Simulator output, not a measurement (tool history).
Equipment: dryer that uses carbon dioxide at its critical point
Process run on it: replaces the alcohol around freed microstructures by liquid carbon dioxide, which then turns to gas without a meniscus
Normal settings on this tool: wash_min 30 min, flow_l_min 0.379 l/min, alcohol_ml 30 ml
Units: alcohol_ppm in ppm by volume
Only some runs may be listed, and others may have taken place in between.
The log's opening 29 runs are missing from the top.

Run 30, hour 305.7: usual settings but wash_min 46 min, alcohol_ml 24 ml. Result: alcohol_ppm 28 ppm by volume.
Run 31, hour 317.5: usual settings but wash_min 46 min, alcohol_ml 24 ml. Result: alcohol_ppm 30 ppm by volume.
Run 32, hour 328.5: usual settings but wash_min 18 min, alcohol_ml 42 ml. Result: alcohol_ppm 1081 ppm by volume.
Run 33, hour 335.2: usual settings but wash_min 18 min, alcohol_ml 42 ml. Result: alcohol_ppm 1105 ppm by volume.
Run 34, hour 347.5: usual settings but wash_min 22 min, flow_l_min 0.547 l/min, alcohol_ml 22 ml. Result: alcohol_ppm 79 ppm by volume.
Run 35, hour 356.5: usual settings but wash_min 22 min, flow_l_min 0.547 l/min, alcohol_ml 22 ml. Result: alcohol_ppm 87 ppm by volume.
Run 36, hour 366.4: usual settings but wash_min 22 min, flow_l_min 0.547 l/min, alcohol_ml 22 ml. Result: alcohol_ppm 90 ppm by volume.
Run 37, hour 373.7: usual settings but wash_min 22 min, flow_l_min 0.547 l/min, alcohol_ml 22 ml. Result: alcohol_ppm 90 ppm by volume.
Run 38, hour 383.4: usual settings but wash_min 22 min, flow_l_min 0.547 l/min, alcohol_ml 22 ml. Result: alcohol_ppm 88 ppm by volume.
Run 39, hour 390.5: usual settings but wash_min 45 min, flow_l_min 0.383 l/min. Result: alcohol_ppm 38 ppm by volume.
Run 40, hour 396.8: usual settings but wash_min 29 min, alcohol_ml 50 ml. Result: alcohol_ppm 250 ppm by volume.
Run 41, hour 404.4: usual settings but wash_min 29 min, alcohol_ml 49 ml. Result: alcohol_ppm 235 ppm by volume.
Run 42, hour 412.7: usual settings but flow_l_min 0.309 l/min, alcohol_ml 111 ml. Result: alcohol_ppm 1085 ppm by volume.
Run 43, hour 423.6: usual settings but wash_min 46 min, flow_l_min 0.387 l/min, alcohol_ml 111 ml. Result: alcohol_ppm 59 ppm by volume.
Run 44, hour 431.6: usual settings but wash_min 46 min, flow_l_min 0.387 l/min, alcohol_ml 111 ml. Result: alcohol_ppm 55 ppm by volume.
Run 45, hour 446.6: usual settings but wash_min 36 min, flow_l_min 0.405 l/min. Result: alcohol_ppm 68 ppm by volume.
Run 46, hour 459.8: usual settings but flow_l_min 0.398 l/min. Result: alcohol_ppm 124 ppm by volume.

5 options for the next run, each taken on its own from the tool as it stands now. Forecast them:
Run A, hour 471.2: usual settings but flow_l_min 0.415 l/min. Result: alcohol_ppm ?.
Run B, hour 471.2: usual settings but wash_min 31 min, flow_l_min 0.267 l/min, alcohol_ml 35 ml. Result: alcohol_ppm ?.
Run C, hour 471.2: usual settings but alcohol_ml 25 ml. Result: alcohol_ppm ?.
Run D, hour 471.2: usual settings but wash_min 18 min, flow_l_min 0.433 l/min, alcohol_ml 21 ml. Result: alcohol_ppm ?.
Run E, hour 471.2: usual settings but flow_l_min 0.245 l/min. Result: alcohol_ppm ?.

run  alcohol_ppm
  A          109
  B          576
  C          130
  D          410
  E          711
With no hidden state in the tool, these same runs would have given:
run  alcohol_ppm
  A           34
  B          313
  C           46
  D          226
  E          420
